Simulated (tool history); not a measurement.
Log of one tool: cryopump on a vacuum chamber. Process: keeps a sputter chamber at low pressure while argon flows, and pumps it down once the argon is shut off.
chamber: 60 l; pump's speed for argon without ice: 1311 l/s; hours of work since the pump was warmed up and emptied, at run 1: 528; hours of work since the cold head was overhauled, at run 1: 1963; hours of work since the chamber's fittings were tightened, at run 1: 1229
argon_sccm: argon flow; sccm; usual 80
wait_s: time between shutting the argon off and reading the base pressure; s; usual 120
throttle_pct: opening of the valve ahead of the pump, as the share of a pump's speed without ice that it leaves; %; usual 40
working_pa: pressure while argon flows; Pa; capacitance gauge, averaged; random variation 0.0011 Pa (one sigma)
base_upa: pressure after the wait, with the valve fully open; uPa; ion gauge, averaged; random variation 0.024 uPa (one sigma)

run,hour,argon_sccm,wait_s,throttle_pct,hours of work since the pump was warmed up and emptied,hours of work since the cold head was overhauled,hours of work since the chamber's fittings were tightened,working_pa,base_upa
1,0.0,80,120,40,528,1963,1229,0.2835,1.31
2,83.3,80,120,40,581,2017,1282,0.2862,1.29
3,181.1,80,120,54,644,2079,1345,0.2223,1.36
# hour 269.1: pump warmed up, emptied and cooled again
4,289.3,39,120,40,13,2145,1411,0.1257,1.20
5,369.1,81,120,40,64,2197,1462,0.2647,1.25
6,454.1,81,120,40,118,2251,1516,0.2695,1.21
7,546.6,81,120,40,178,2310,1575,0.2697,1.29
8,636.7,81,120,40,235,2368,1633,0.2709,1.26
9,716.3,39,120,40,286,2419,1684,0.1318,1.30
10,760.5,80,120,40,314,2447,1712,0.2748,1.32
11,850.3,80,116,40,372,2504,1770,0.2744,1.36
12,924.3,80,116,40,419,2552,1817,0.2780,1.46
13,1009.6,80,92,40,474,2606,1872,0.2792,1.62
14,1051.0,80,120,31,500,2633,1898,0.3566,1.47
15,1125.0,80,120,31,548,2680,1946,0.3575,1.50
16,1169.4,80,26,31,576,2709,1974,0.3607,3.65
17,1246.7,103,32,45,626,2758,2024,0.3328,3.21
18,1302.6,60,37,42,661,2794,2059,0.2090,2.91
# hour 1358.4: pump warmed up, emptied and cooled again
19,1391.6,60,37,42,21,2848,2113,0.1859,2.81
20,1471.9,35,120,40,73,2899,2165,0.1141,1.37
21,1571.4,112,147,17,136,2963,2228,0.8537,1.37
# hour 1596.6: leaking fittings of the chamber tightened, without venting
22,1657.8,139,57,33,190,3017,39,0.5652,1.62
23,1728.6,33,53,37,236,3062,85,0.1197,1.72
24,1816.0,33,53,31,292,3118,140,0.1414,1.76
25,1878.8,54,44,47,332,3158,181,0.1577,2.00
26,1946.1,49,25,40,375,3201,224,0.1686,3.32
27,2025.7,49,25,40,426,3252,275,0.1699,3.36
28,2115.2,107,40,40,483,3310,332,0.3703,2.26
29,2188.0,50,71,40,530,3356,379,0.1764,1.50

3 ways to go on from here, each from the tool as it stands after run 29. What would each give?
A,2289.3,134,59,59,594,3421,443,?,?
B,2289.3,50,71,26,594,3421,443,?,?
C,2289.3,80,120,17,594,3421,443,?,?

run,working_pa,base_upa
A,0.3389,1.71
B,0.2667,1.53
C,0.6354,1.09
Without the tool's hidden state the same runs would have given:
run,working_pa,base_upa
A,0.2921,1.47
B,0.2491,1.29
C,0.6074,0.85
